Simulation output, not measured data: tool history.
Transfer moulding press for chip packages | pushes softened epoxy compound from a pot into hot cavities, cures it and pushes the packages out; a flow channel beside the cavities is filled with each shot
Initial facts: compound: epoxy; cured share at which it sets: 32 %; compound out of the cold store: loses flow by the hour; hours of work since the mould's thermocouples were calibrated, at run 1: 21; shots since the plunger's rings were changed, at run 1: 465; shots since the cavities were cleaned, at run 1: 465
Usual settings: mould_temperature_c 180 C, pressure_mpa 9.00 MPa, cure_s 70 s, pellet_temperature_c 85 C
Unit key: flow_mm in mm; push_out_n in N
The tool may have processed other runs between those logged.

run   hour  mould_temperature_c  pressure_mpa  cure_s  pellet_temperature_c  hours of work since the mould's thermocouples were calibrated  shots since the plunger's rings were changed  shots since the cavities were cleaned  incoming compound's hours out of the cold store  flow_mm  push_out_n
  1    0.0                  180          9.00      70                    85                                                             21                                           465                                    465                                              9.7      768         443
  2    9.0                  180          9.00      70                    85                                                             26                                           563                                    563                                             16.9      737         445
  3   22.1                  180          9.00      70                    85                                                             32                                           705                                    705                                             11.4      758         485
  4   33.8                  180          9.00      70                    85                                                             38                                           831                                    831                                              9.8      766         502
      40.5  -- cavities cleaned with cleaning compound and waxed
  5   48.2                  180          9.00      70                    85                                                             44                                           971                                     83                                              9.2      767         306
  6   63.8                  180          9.00      70                    85                                                             52                                          1139                                    251                                             22.3      709         354
  7   74.9                  180          9.00      70                    85                                                             57                                          1261                                    373                                             43.2      629         375
  8   83.6                  180          9.00      70                    85                                                             61                                          1355                                    467                                             37.7      647         404
  9  100.4                  180          9.00      70                    85                                                             70                                          1536                                    648                                             32.0      668         435
 10  108.9                  180          7.95      70                    85                                                             74                                          1629                                    741                                             15.8      687         467
 11  119.6                  180          7.95      70                    85                                                             79                                          1744                                    856                                             47.4      575         462
     124.9  -- cavities cleaned with cleaning compound and waxed
 12  134.3                  179          7.95      70                    85                                                             86                                          1887                                    101                                             38.3      605         299
 13  144.6                  180          9.00      70                    85                                                             91                                          1999                                    213                                             26.1      689         339
 14  155.4                  180          9.00      70                    85                                                             96                                          2116                                    330                                             43.6      622         359
 15  167.3                  180          9.00      70                    85                                                            102                                          2244                                    458                                             27.0      684         408
 16  176.6                  179          7.60     100                    87                                                            106                                          2346                                    560                                             35.1      600         335
 17  190.8                  179          9.00      91                    85                                                            113                                          2499                                    713                                             39.5      637         343
     204.2  -- plunger's sealing rings changed
     211.8  -- cavities cleaned with cleaning compound and waxed
 18  211.9                  179          9.00      91                    85                                                            122                                            67                                      1                                             29.8      687         207
 19  220.5                  173          9.00      70                    94                                                            126                                           160                                     94                                             38.3      673         436
 20  233.9                  173          9.00      70                    94                                                            133                                           305                                    239                                             13.7      779         549
 21  250.5                  183         10.66      70                    81                                                            141                                           485                                    419                                             36.2      708         332
 22  258.6                  183         10.66      70                    92                                                            145                                           573                                    507                                             10.3      817         371

What does the tool deliver on the next run?
 23  276.3                  183         10.53      99                    92                                                            153                                           764                                    698                                             36.8        ?           ?

Logged for run 23: flow_mm 696 mm, push_out_n 342 N.
Minus the tool's unlogged condition, the same run would have read flow_mm 703 mm, push_out_n 192 N.
